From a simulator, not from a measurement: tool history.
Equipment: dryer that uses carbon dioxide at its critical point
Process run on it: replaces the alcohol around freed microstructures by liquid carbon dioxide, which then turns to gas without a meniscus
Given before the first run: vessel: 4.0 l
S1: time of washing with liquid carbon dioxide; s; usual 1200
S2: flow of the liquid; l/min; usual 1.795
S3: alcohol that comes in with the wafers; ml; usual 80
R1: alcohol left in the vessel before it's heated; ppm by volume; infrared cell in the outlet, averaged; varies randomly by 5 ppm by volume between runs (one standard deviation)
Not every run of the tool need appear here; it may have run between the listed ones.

run	hour	S1	S2	S3	R1
1	0	1200	1.795	80	27
2	7.6	1200	1.795	80	31
3	16.2	1200	1.795	31	20
4	28.1	1200	1.795	31	22
5	37.1	840	1.795	80	110
6	46	840	1.795	80	105
7	54.7	840	1.795	80	108
8	62.5	1200	1.36	80	90
9	75.8	1200	1.795	80	32
10	86.1	1200	1.795	80	28
11	97.2	1200	1.795	80	34
12	109.4	1200	1.795	80	34
13	115.6	1200	1.795	80	28
14	127.8	1200	1.795	52	32
15	135.1	1200	1.795	52	29
16	147.7	1200	1.795	52	24
17	155.5	1200	1.795	80	35
18	163.7	1500	1.795	80	21
19	177.3	1200	1.795	35	26
20	189.9	1200	1.795	87	37
21	202.2	1200	1.795	25	30
22	209.4	1200	1.795	59	46
23	216.5	1200	1.795	59	40
24	226.8	1200	1.795	59	38
25	235.4	900	3.02	82	31
26	246.1	1800	2.09	82	35
27	253.6	1800	1.795	80	33
28	260	1800	1.795	80	29
29	271.9	960	1.795	59	55
30	280	840	2.01	59	63
31	288.6	1380	2.63	81	38
32	301.8	1080	2.63	40	30
33	309.4	1080	2.32	40	30
34	317.7	1020	1.72	30	54
35	323.7	1020	1.72	30	45
36	331	1080	1.795	74	52
37	339.3	840	1.88	112	122
38	351	960	1.15	72	387
39	362.7	960	1.24	77	307
40	368.6	960	1.24	77	312
41	377.6	960	1.24	77	321
42	386.1	960	1.24	77	324
43	392.5	960	1.24	77	322
44	402.8	1200	1.56	26	51
45	410.6	1140	1.795	95	51
46	423	1140	1.795	95	50
47	431.2	1200	1.795	25	36

The log once held 1 entry between its listed runs, left out of this copy. Where does each go, and what is different about the tool's unlogged condition between the listed run before it and the listed run after it?
In the gap between runs 24 and 25: inlet filter changed (hour 231.8)
  flow that reaches the vessel past the clogged filter, %: 92.9 -> 99.9; alcohol in the recycled carbon dioxide, ppm: 29.8 -> 30.2
  measured result minus the result with no hidden state, R1: +28 -> +25 ppm by volume
